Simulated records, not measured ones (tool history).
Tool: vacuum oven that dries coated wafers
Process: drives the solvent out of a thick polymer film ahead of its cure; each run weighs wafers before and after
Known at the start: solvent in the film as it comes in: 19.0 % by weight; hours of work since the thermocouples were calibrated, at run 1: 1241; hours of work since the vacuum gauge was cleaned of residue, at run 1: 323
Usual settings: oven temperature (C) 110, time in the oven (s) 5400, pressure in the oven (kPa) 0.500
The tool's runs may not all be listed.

run     day  oven temperature (C)  time in the oven (s)  pressure in the oven (kPa)  hours of work since the thermocouples were calibrated  hours of work since the vacuum gauge was cleaned of residue  solvent left in the film (%)
  1   0.000                   110                  5400                       0.500                                                   1241                                                          323                          3.23
  2   2.538                   110                  5400                       0.500                                                   1289                                                          370                          3.15
  3   3.896                   110                  5400                       0.500                                                   1314                                                          396                          3.10
  4   6.029                   110                  5400                       0.500                                                   1354                                                          436                          3.11
  5   8.017                   115                  5400                       0.500                                                   1391                                                          473                          2.23
  6   9.629                   110                  5400                       0.500                                                   1422                                                          503                          3.09
  7  11.912                   110                  5400                       0.500                                                   1465                                                          546                          3.16
     12.367  -- oven's thermocouples calibrated
  8  13.475                   110                  5400                       0.500                                                     21                                                          574                          3.64
  9  15.842                   110                  5400                       0.500                                                     65                                                          618                          3.70
 10  18.217                   110                  5400                       0.500                                                    110                                                          663                          3.78
 11  20.438                   110                  5400                       0.500                                                    151                                                          705                          3.72
 12  22.504                   119                  5400                       0.500                                                    190                                                          743                          2.10
 13  24.912                   119                  5400                       0.500                                                    235                                                          789                          2.08
 14  26.308                   119                  5400                       0.500                                                    262                                                          815                          2.07
 15  28.025                   119                  4740                       0.743                                                    294                                                          847                          2.71
 16  30.538                   113                  3000                       0.458                                                    341                                                          894                          6.07
 17  33.200                   113                  3000                       0.458                                                    391                                                          944                          6.11
 18  35.438                   113                  3000                       0.458                                                    433                                                          986                          6.00
     35.717  -- vacuum gauge cleaned of residue and calibrated
 19  37.312                   113                  3000                       0.458                                                    467                                                           30                          6.14
 20  38.692                   113                  3000                       0.458                                                    493                                                           56                          6.11
 21  40.192                   107                  5400                       0.321                                                    521                                                           84                          4.12
     42.933  -- vacuum gauge cleaned of residue and calibrated, once more
 22  42.967                   110                  3360                       0.265                                                    572                                                            1                          5.80
 23  44.792                    96                  6060                       0.564                                                    606                                                           35                          5.85
 24  47.454                    96                  6060                       0.564                                                    656                                                           85                          5.83
 25  49.638                   118                  5760                       0.801                                                    697                                                          126                          1.90
 26  52.029                   118                  5760                       0.801                                                    742                                                          171                          1.86

For each entry between runs, how does the tool's hidden state at the last listed run before it compare with that at the first listed run after it?
Between runs 7 and 8: oven's thermocouples calibrated (day 12.367)
  true wafer temperature over the reading, C: 3.11 -> 0.1; true pressure over the reading, kPa: 0.201 -> 0.212
  measured result minus the result with no hidden state, solvent left in the film (%): -0.50 -> +0.08
Between runs 18 and 19: vacuum gauge cleaned of residue and calibrated (day 35.717)
  true wafer temperature over the reading, C: 0.99 -> 1.08; true pressure over the reading, kPa: 0.389 -> 0.48
  measured result minus the result with no hidden state, solvent left in the film (%): -0.08 -> -0.06
Between runs 21 and 22: vacuum gauge cleaned of residue and calibrated, once more (day 42.933)
  true wafer temperature over the reading, C: 1.19 -> 1.31; true pressure over the reading, kPa: 0.503 -> 0.012
  measured result minus the result with no hidden state, solvent left in the film (%): +0.00 -> -0.27

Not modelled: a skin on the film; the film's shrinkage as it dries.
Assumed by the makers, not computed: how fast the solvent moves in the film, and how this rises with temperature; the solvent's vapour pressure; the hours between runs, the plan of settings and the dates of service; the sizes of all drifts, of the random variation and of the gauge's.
